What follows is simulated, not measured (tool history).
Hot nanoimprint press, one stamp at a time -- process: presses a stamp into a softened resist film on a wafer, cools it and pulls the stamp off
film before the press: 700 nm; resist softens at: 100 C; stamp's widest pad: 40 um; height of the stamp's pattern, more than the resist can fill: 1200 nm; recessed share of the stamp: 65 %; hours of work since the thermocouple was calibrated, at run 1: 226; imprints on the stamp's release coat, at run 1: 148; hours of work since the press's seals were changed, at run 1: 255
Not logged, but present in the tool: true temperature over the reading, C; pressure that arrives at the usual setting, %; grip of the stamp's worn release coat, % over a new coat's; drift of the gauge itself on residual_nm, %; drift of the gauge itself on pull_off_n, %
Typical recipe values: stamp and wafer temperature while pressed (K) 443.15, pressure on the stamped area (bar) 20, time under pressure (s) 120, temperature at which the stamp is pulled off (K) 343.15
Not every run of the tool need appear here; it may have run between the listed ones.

| run | hour | stamp and wafer temperature while pressed (K) | pressure on the stamped area (bar) | time under pressure (s) | temperature at which the stamp is pulled off (K) | hours of work since the thermocouple was calibrated | imprints on the stamp's release coat | hours of work since the press's seals were changed | resist left under the stamp's widest pad (angstrom) | greatest force while the stamp is pulled off (N) |
|---|---|---|---|---|---|---|---|---|---|---|
| 1 | 0 | 443.15 | 20 | 120 | 343.15 | 226 | 148 | 255 | 2718 | 120 |
| 2 | 82.8 | 443.15 | 20 | 120 | 343.15 | 261 | 411 | 290 | 2740 | 129 |
| 3 | 145.1 | 443.15 | 20 | 120 | 343.15 | 287 | 609 | 316 | 2760 | 134 |
|  | 183.1 | plate thermocouple calibrated |
| 4 | 185.3 | 443.15 | 20 | 120 | 343.15 | 1 | 727 | 332 | 2914 | 144 |
| 5 | 228.5 | 443.15 | 20 | 120 | 343.15 | 19 | 865 | 350 | 2937 | 142 |
|  | 244.1 | stamp cleaned and given a new release coat |
| 6 | 302.3 | 443.15 | 20 | 120 | 343.15 | 48 | 185 | 379 | 2973 | 124 |
| 7 | 362.4 | 443.15 | 20 | 220 | 343.15 | 73 | 376 | 404 | 2271 | 125 |
| 8 | 427.2 | 443.15 | 20 | 220 | 343.15 | 100 | 582 | 432 | 2303 | 135 |
| 9 | 502.1 | 443.15 | 20 | 220 | 343.15 | 132 | 820 | 463 | 2338 | 141 |
|  | 532 | stamp cleaned and given a new release coat |
| 10 | 550.1 | 441.15 | 20 | 120 | 343.15 | 150 | 58 | 481 | 3336 | 117 |
|  | 618.3 | press's hydraulic seals changed and the load cell set to zero |
| 11 | 621.3 | 441.15 | 20 | 120 | 333.15 | 176 | 258 | 1 | 3325 | 130 |
|  | 658.7 | plate thermocouple calibrated, once more |
| 12 | 661.6 | 441.15 | 20 | 120 | 333.15 | 1 | 377 | 17 | 2814 | 133 |
| 13 | 743.3 | 441.15 | 20 | 120 | 333.15 | 36 | 637 | 51 | 2842 | 141 |
| 14 | 811.1 | 443.15 | 20 | 120 | 343.15 | 64 | 852 | 80 | 2592 | 141 |
|  | 830.7 | stamp cleaned and given a new release coat |
| 15 | 898.4 | 443.15 | 20 | 120 | 343.15 | 99 | 215 | 114 | 2577 | 118 |
| 16 | 986.8 | 443.15 | 20 | 120 | 343.15 | 136 | 496 | 152 | 2620 | 135 |
| 17 | 1039.4 | 443.15 | 20 | 98 | 343.15 | 158 | 663 | 174 | 2873 | 135 |
|  | 1118.9 | stamp cleaned and given a new release coat |
| 18 | 1131.2 | 443.15 | 20 | 98 | 343.15 | 194 | 39 | 210 | 2891 | 117 |
| 19 | 1210.1 | 444.15 | 24.3 | 114 | 344.15 | 228 | 290 | 243 | 2386 | 122 |
| 20 | 1275.3 | 444.15 | 24.3 | 114 | 344.15 | 255 | 498 | 271 | 2376 | 132 |
| 21 | 1351.5 | 443.15 | 14.4 | 120 | 343.15 | 287 | 740 | 303 | 3157 | 136 |
|  | 1390 | plate thermocouple calibrated |
|  | 1412.5 | stamp cleaned and given a new release coat |
| 22 | 1428.7 | 450.15 | 12.4 | 236 | 328.15 | 14 | 51 | 332 | 1658 | 130 |
| 23 | 1492.9 | 443.15 | 27.9 | 130 | 343.15 | 41 | 256 | 359 | 2132 | 125 |
| 24 | 1571.2 | 443.15 | 12.8 | 111 | 343.15 | 74 | 505 | 392 | 3299 | 130 |
| 25 | 1657.7 | 443.15 | 12.8 | 233 | 349.15 | 110 | 779 | 428 | 2433 | 131 |
|  | 1697.6 | stamp cleaned and given a new release coat |
| 26 | 1734.2 | 442.15 | 14.7 | 200 | 332.15 | 140 | 116 | 458 | 2591 | 127 |
| 27 | 1804.4 | 442.15 | 16.2 | 232 | 332.15 | 170 | 340 | 488 | 2370 | 132 |
| 28 | 1843.5 | 442.15 | 20.9 | 127 | 330.15 | 186 | 464 | 504 | 2718 | 139 |
|  | 1858 | press's hydraulic seals changed and the load cell set to zero |
| 29 | 1918 | 443.15 | 20 | 138 | 330.15 | 214 | 675 | 25 | 2515 | 146 |

Here are 3 independent what-if runs from the current tool condition. What would each one return?
| A | 1957.9 | 438.15 | 16.5 | 138 | 342.15 | 231 | 802 | 42 | ? | ? |
| B | 1957.9 | 443.15 | 20 | 120 | 339.15 | 231 | 802 | 42 | ? | ? |
| C | 1957.9 | 444.15 | 25.8 | 120 | 343.15 | 231 | 802 | 42 | ? | ? |

| run | resist left under the stamp's widest pad (angstrom) | greatest force while the stamp is pulled off (N) |
|---|---|---|
| A | 3612 | 142 |
| B | 2670 | 136 |
| C | 2244 | 145 |
Had the tool no hidden state, the same runs would have come out as:
| run | resist left under the stamp's widest pad (angstrom) | greatest force while the stamp is pulled off (N) |
|---|---|---|
| A | 3416 | 114 |
| B | 2518 | 110 |
| C | 2112 | 117 |

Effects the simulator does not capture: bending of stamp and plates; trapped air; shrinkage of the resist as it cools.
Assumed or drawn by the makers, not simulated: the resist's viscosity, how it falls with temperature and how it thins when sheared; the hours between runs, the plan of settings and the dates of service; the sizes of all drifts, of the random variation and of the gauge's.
